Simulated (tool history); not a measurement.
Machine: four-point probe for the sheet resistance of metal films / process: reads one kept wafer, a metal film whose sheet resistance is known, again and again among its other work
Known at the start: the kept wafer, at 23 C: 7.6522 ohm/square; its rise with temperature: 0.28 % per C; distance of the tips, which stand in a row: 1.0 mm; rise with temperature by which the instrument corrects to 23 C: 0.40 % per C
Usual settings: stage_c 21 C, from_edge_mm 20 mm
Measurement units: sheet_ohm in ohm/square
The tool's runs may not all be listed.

{"run": 1, "hour": 0.0, "stage_c": 21, "from_edge_mm": 20, "sheet_ohm": 7.678715}
{"run": 2, "hour": 34.2, "stage_c": 21, "from_edge_mm": 20, "sheet_ohm": 7.680909}
{"run": 3, "hour": 63.3, "stage_c": 18, "from_edge_mm": 20, "sheet_ohm": 7.708543}
{"run": 4, "hour": 91.7, "stage_c": 32, "from_edge_mm": 20, "sheet_ohm": 7.578867}
{"run": 5, "hour": 122.9, "stage_c": 32, "from_edge_mm": 20, "sheet_ohm": 7.578391}
{"run": 6, "hour": 156.3, "stage_c": 18, "from_edge_mm": 20, "sheet_ohm": 7.707996}
{"run": 7, "hour": 187.3, "stage_c": 21, "from_edge_mm": 56, "sheet_ohm": 7.669211}
{"run": 8, "hour": 228.2, "stage_c": 21, "from_edge_mm": 56, "sheet_ohm": 7.67404}
{"run": 9, "hour": 261.8, "stage_c": 21, "from_edge_mm": 56, "sheet_ohm": 7.670238}
{"run": 10, "hour": 285.7, "stage_c": 21, "from_edge_mm": 75, "sheet_ohm": 7.67302}
{"run": 11, "hour": 323.8, "stage_c": 21, "from_edge_mm": 75, "sheet_ohm": 7.671997}
{"run": 12, "hour": 350.2, "stage_c": 21, "from_edge_mm": 75, "sheet_ohm": 7.669348}
{"run": 13, "hour": 375.3, "stage_c": 21, "from_edge_mm": 75, "sheet_ohm": 7.671356}
{"run": 14, "hour": 391.9, "stage_c": 21, "from_edge_mm": 20, "sheet_ohm": 7.681601}
{"run": 15, "hour": 422.1, "stage_c": 21, "from_edge_mm": 39, "sheet_ohm": 7.672747}
{"run": 16, "hour": 451.3, "stage_c": 21, "from_edge_mm": 39, "sheet_ohm": 7.672738}
{"run": 17, "hour": 480.9, "stage_c": 21, "from_edge_mm": 39, "sheet_ohm": 7.675233}
{"run": 18, "hour": 501.7, "stage_c": 28, "from_edge_mm": 20, "sheet_ohm": 7.617249}
{"run": 19, "hour": 523.1, "stage_c": 28, "from_edge_mm": 12, "sheet_ohm": 7.634275}
{"run": 20, "hour": 560.7, "stage_c": 21, "from_edge_mm": 12, "sheet_ohm": 7.697594}
{"run": 21, "hour": 598.6, "stage_c": 21, "from_edge_mm": 12, "sheet_ohm": 7.702205}
{"run": 22, "hour": 619.7, "stage_c": 21, "from_edge_mm": 12, "sheet_ohm": 7.700117}
{"run": 23, "hour": 653.1, "stage_c": 21, "from_edge_mm": 9, "sheet_ohm": 7.719299}
{"run": 24, "hour": 672.6, "stage_c": 21, "from_edge_mm": 9, "sheet_ohm": 7.723943}
{"run": 25, "hour": 704.9, "stage_c": 33, "from_edge_mm": 5, "sheet_ohm": 7.721643}
{"run": 26, "hour": 742.1, "stage_c": 33, "from_edge_mm": 5, "sheet_ohm": 7.721614}
{"run": 27, "hour": 770.9, "stage_c": 33, "from_edge_mm": 5, "sheet_ohm": 7.724246}
{"run": 28, "hour": 800.4, "stage_c": 21, "from_edge_mm": 4, "sheet_ohm": 7.919474}
{"run": 29, "hour": 837.6, "stage_c": 30, "from_edge_mm": 6, "sheet_ohm": 7.698619}
{"run": 30, "hour": 872.9, "stage_c": 28, "from_edge_mm": 47, "sheet_ohm": 7.606459}
{"hour": 910.4, "done": "stage's thermometer calibrated"}
{"run": 31, "hour": 911.6, "stage_c": 19, "from_edge_mm": 17, "sheet_ohm": 7.703213}
{"run": 32, "hour": 944.0, "stage_c": 29, "from_edge_mm": 52, "sheet_ohm": 7.598192}
{"run": 33, "hour": 976.7, "stage_c": 29, "from_edge_mm": 52, "sheet_ohm": 7.598579}
{"run": 34, "hour": 999.6, "stage_c": 31, "from_edge_mm": 7, "sheet_ohm": 7.662069}
{"run": 35, "hour": 1021.0, "stage_c": 19, "from_edge_mm": 18, "sheet_ohm": 7.701659}
{"run": 36, "hour": 1056.8, "stage_c": 27, "from_edge_mm": 21, "sheet_ohm": 7.62346}
{"run": 37, "hour": 1082.6, "stage_c": 27, "from_edge_mm": 21, "sheet_ohm": 7.621654}
{"run": 38, "hour": 1120.2, "stage_c": 21, "from_edge_mm": 61, "sheet_ohm": 7.672167}
{"run": 39, "hour": 1154.6, "stage_c": 25, "from_edge_mm": 20, "sheet_ohm": 7.642398}
{"run": 40, "hour": 1182.4, "stage_c": 21, "from_edge_mm": 12, "sheet_ohm": 7.699039}
{"run": 41, "hour": 1208.2, "stage_c": 21, "from_edge_mm": 40, "sheet_ohm": 7.673752}
{"run": 42, "hour": 1244.2, "stage_c": 32, "from_edge_mm": 30, "sheet_ohm": 7.577078}
{"run": 43, "hour": 1267.4, "stage_c": 19, "from_edge_mm": 20, "sheet_ohm": 7.697999}
{"run": 44, "hour": 1287.7, "stage_c": 20, "from_edge_mm": 20, "sheet_ohm": 7.688311}

4 ways to go on from here, each from the tool as it stands after run 44. What would each give?
{"run": "A", "hour": 1314.2, "stage_c": 26, "from_edge_mm": 8, "sheet_ohm": "?"}
{"run": "B", "hour": 1314.2, "stage_c": 19, "from_edge_mm": 7, "sheet_ohm": "?"}
{"run": "C", "hour": 1314.2, "stage_c": 29, "from_edge_mm": 7, "sheet_ohm": "?"}
{"run": "D", "hour": 1314.2, "stage_c": 19, "from_edge_mm": 23, "sheet_ohm": "?"}

run=A sheet_ohm=7.689671
run=B sheet_ohm=7.775463
run=C sheet_ohm=7.679323
run=D sheet_ohm=7.697029
Take away the tool's hidden state, keep each run's random variation, and the runs would have read:
run=A sheet_ohm=7.690703
run=B sheet_ohm=7.776509
run=C sheet_ohm=7.680353
run=D sheet_ohm=7.698065
